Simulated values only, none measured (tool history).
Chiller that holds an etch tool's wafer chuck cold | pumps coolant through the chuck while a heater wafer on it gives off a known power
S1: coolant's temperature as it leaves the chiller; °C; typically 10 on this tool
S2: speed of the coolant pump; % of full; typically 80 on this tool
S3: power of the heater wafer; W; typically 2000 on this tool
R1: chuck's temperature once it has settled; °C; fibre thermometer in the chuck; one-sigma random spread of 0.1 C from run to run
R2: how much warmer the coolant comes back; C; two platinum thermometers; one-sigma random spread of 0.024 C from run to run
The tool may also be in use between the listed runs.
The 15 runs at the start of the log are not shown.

run    hour  S1  S2    S3    R1     R2
     1997.9  -- coolant changed, channels flushed
 16  2102.9  10  62  2611  46.8  12.35
 17  2256.3  10  73  2951  47.4  11.65
 18  2368.0  10  80  2703  42.4   9.71
 19  2497.2   2  82  2183  27.8   7.60
 20  2673.2   2  82  2183  27.7   7.64
 21  2826.7  12  69  2000  38.7   8.46
 22  2928.4  11  69  1785  34.7   7.56
 23  3023.2  16  80  2000  40.2   7.20
 24  3217.6  16  80  2000  40.2   7.19
 25  3337.3  16  80  2000  40.2   7.25
 26  3476.8  16  80  2000  40.5   7.23
 27  3572.3   1  80  1648  21.0   5.99
 28  3702.3  17  61  1648  41.1   8.04
 29  3874.9   7  92  1047  18.6   3.22
 30  3969.8  20  80  1425  37.5   5.15
 31  4135.3  17  62  2295  50.6  11.01
 32  4335.7  17  62  2295  50.7  11.03

Consider 3 possible next runs. They are alternatives, not a sequence: every one starts from the tool as it was left by run 32. What does each give?
     4385.8  -- chiller's thermometer calibrated
  A  4526.7  10  64  2000   ?   ?
     4385.8  -- chiller's thermometer calibrated
  B  4526.7  17  62  1250   ?   ?
     4385.8  -- chiller's thermometer calibrated
  C  4526.7  10  97  2204   ?   ?

run    R1    R2
  A  39.2  9.30
  B  35.8  6.01
  C  34.6  6.47
What these runs would have given with no unlogged condition in the tool:
run    R1    R2
  A  37.0  8.90
  B  34.4  5.75
  C  32.7  6.19
